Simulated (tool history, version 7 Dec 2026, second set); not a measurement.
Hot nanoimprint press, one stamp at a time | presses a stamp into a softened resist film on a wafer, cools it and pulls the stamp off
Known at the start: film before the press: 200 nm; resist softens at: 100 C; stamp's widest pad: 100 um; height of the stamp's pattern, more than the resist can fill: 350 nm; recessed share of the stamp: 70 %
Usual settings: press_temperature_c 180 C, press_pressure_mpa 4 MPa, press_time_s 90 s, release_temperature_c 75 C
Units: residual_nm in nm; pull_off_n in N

{"run": 1, "day": 0.0, "press_temperature_c": 180, "press_pressure_mpa": 4, "press_time_s": 90, "release_temperature_c": 75, "residual_nm": 97.1, "pull_off_n": 122}
{"run": 2, "day": 1.804, "press_temperature_c": 180, "press_pressure_mpa": 4, "press_time_s": 90, "release_temperature_c": 61, "residual_nm": 95.8, "pull_off_n": 161}
{"run": 3, "day": 4.192, "press_temperature_c": 180, "press_pressure_mpa": 4, "press_time_s": 90, "release_temperature_c": 61, "residual_nm": 96.6, "pull_off_n": 158}
{"run": 4, "day": 6.05, "press_temperature_c": 180, "press_pressure_mpa": 4, "press_time_s": 90, "release_temperature_c": 75, "residual_nm": 97.1, "pull_off_n": 124}
{"day": 8.108, "done": "plate thermocouple calibrated"}
{"day": 8.796, "done": "press's hydraulic seals changed and the load cell set to zero"}
{"run": 5, "day": 8.796, "press_temperature_c": 180, "press_pressure_mpa": 4, "press_time_s": 90, "release_temperature_c": 75, "residual_nm": 96.1, "pull_off_n": 118}
{"run": 6, "day": 10.6, "press_temperature_c": 180, "press_pressure_mpa": 4, "press_time_s": 90, "release_temperature_c": 75, "residual_nm": 96.5, "pull_off_n": 125}
{"run": 7, "day": 12.454, "press_temperature_c": 180, "press_pressure_mpa": 4, "press_time_s": 90, "release_temperature_c": 75, "residual_nm": 96, "pull_off_n": 126}
{"run": 8, "day": 14.621, "press_temperature_c": 180, "press_pressure_mpa": 4, "press_time_s": 90, "release_temperature_c": 75, "residual_nm": 96.5, "pull_off_n": 122}
{"run": 9, "day": 16.717, "press_temperature_c": 180, "press_pressure_mpa": 4, "press_time_s": 90, "release_temperature_c": 75, "residual_nm": 96.5, "pull_off_n": 118}
{"run": 10, "day": 19.154, "press_temperature_c": 180, "press_pressure_mpa": 4, "press_time_s": 90, "release_temperature_c": 75, "residual_nm": 95.7, "pull_off_n": 120}
{"run": 11, "day": 20.85, "press_temperature_c": 180, "press_pressure_mpa": 4, "press_time_s": 100, "release_temperature_c": 75, "residual_nm": 92.3, "pull_off_n": 123}
{"run": 12, "day": 21.875, "press_temperature_c": 180, "press_pressure_mpa": 4, "press_time_s": 100, "release_temperature_c": 75, "residual_nm": 91.6, "pull_off_n": 123}
{"run": 13, "day": 22.917, "press_temperature_c": 180, "press_pressure_mpa": 4, "press_time_s": 100, "release_temperature_c": 75, "residual_nm": 92.4, "pull_off_n": 120}
{"day": 24.879, "done": "stamp cleaned and given a new release coat"}
{"run": 14, "day": 25.588, "press_temperature_c": 180, "press_pressure_mpa": 3.02, "press_time_s": 90, "release_temperature_c": 75, "residual_nm": 107.3, "pull_off_n": 124}
{"run": 15, "day": 27.138, "press_temperature_c": 180, "press_pressure_mpa": 3.02, "press_time_s": 90, "release_temperature_c": 75, "residual_nm": 107.4, "pull_off_n": 119}
{"day": 27.608, "done": "plate thermocouple calibrated"}
{"run": 16, "day": 29.046, "press_temperature_c": 180, "press_pressure_mpa": 3.19, "press_time_s": 90, "release_temperature_c": 76, "residual_nm": 103.4, "pull_off_n": 119}
{"run": 17, "day": 31.529, "press_temperature_c": 180, "press_pressure_mpa": 2.84, "press_time_s": 90, "release_temperature_c": 67, "residual_nm": 110, "pull_off_n": 146}
{"run": 18, "day": 33.308, "press_temperature_c": 180, "press_pressure_mpa": 2.84, "press_time_s": 90, "release_temperature_c": 67, "residual_nm": 109.2, "pull_off_n": 143}
{"run": 19, "day": 34.45, "press_temperature_c": 180, "press_pressure_mpa": 2.84, "press_time_s": 90, "release_temperature_c": 67, "residual_nm": 109.3, "pull_off_n": 145}
{"run": 20, "day": 35.512, "press_temperature_c": 180, "press_pressure_mpa": 2.84, "press_time_s": 90, "release_temperature_c": 67, "residual_nm": 109.1, "pull_off_n": 143}
{"run": 21, "day": 37.408, "press_temperature_c": 181, "press_pressure_mpa": 2.84, "press_time_s": 90, "release_temperature_c": 67, "residual_nm": 107, "pull_off_n": 141}
{"run": 22, "day": 39.292, "press_temperature_c": 181, "press_pressure_mpa": 2.84, "press_time_s": 90, "release_temperature_c": 67, "residual_nm": 106.5, "pull_off_n": 142}
{"run": 23, "day": 41.567, "press_temperature_c": 181, "press_pressure_mpa": 2.84, "press_time_s": 90, "release_temperature_c": 67, "residual_nm": 106.9, "pull_off_n": 146}
{"run": 24, "day": 43.904, "press_temperature_c": 185, "press_pressure_mpa": 2.84, "press_time_s": 90, "release_temperature_c": 60, "residual_nm": 94.1, "pull_off_n": 160}
{"run": 25, "day": 45.846, "press_temperature_c": 181, "press_pressure_mpa": 5.31, "press_time_s": 112, "release_temperature_c": 69, "residual_nm": 74.2, "pull_off_n": 140}
{"day": 46.404, "done": "plate thermocouple calibrated"}
{"run": 26, "day": 47.033, "press_temperature_c": 181, "press_pressure_mpa": 4.03, "press_time_s": 125, "release_temperature_c": 81, "residual_nm": 80.8, "pull_off_n": 107}
{"run": 27, "day": 49.033, "press_temperature_c": 180, "press_pressure_mpa": 4.13, "press_time_s": 90, "release_temperature_c": 62, "residual_nm": 93.9, "pull_off_n": 158}
{"run": 28, "day": 50.238, "press_temperature_c": 180, "press_pressure_mpa": 4, "press_time_s": 144, "release_temperature_c": 75, "residual_nm": 79.3, "pull_off_n": 124}

Forecast each of these 5 alternatives for the next run:
{"run": "A", "day": 52.654, "press_temperature_c": 189, "press_pressure_mpa": 3.81, "press_time_s": 165, "release_temperature_c": 75, "residual_nm": "?", "pull_off_n": "?"}
{"run": "B", "day": 52.654, "press_temperature_c": 181, "press_pressure_mpa": 4, "press_time_s": 71, "release_temperature_c": 75, "residual_nm": "?", "pull_off_n": "?"}
{"run": "C", "day": 52.654, "press_temperature_c": 180, "press_pressure_mpa": 4.1, "press_time_s": 74, "release_temperature_c": 82, "residual_nm": "?", "pull_off_n": "?"}
{"run": "D", "day": 52.654, "press_temperature_c": 172, "press_pressure_mpa": 4, "press_time_s": 58, "release_temperature_c": 75, "residual_nm": "?", "pull_off_n": "?"}
{"run": "E", "day": 52.654, "press_temperature_c": 180, "press_pressure_mpa": 4, "press_time_s": 176, "release_temperature_c": 72, "residual_nm": "?", "pull_off_n": "?"}

run=A residual_nm=56.9 pull_off_n=120
run=B residual_nm=100.3 pull_off_n=121
run=C residual_nm=100.3 pull_off_n=103
run=D residual_nm=136 pull_off_n=122
run=E residual_nm=73.6 pull_off_n=128
Without the tool's hidden state the same runs would have given:
run=A residual_nm=58 pull_off_n=119
run=B residual_nm=102.4 pull_off_n=121
run=C residual_nm=102.3 pull_off_n=102
run=D residual_nm=138.8 pull_off_n=121
run=E residual_nm=75.1 pull_off_n=127
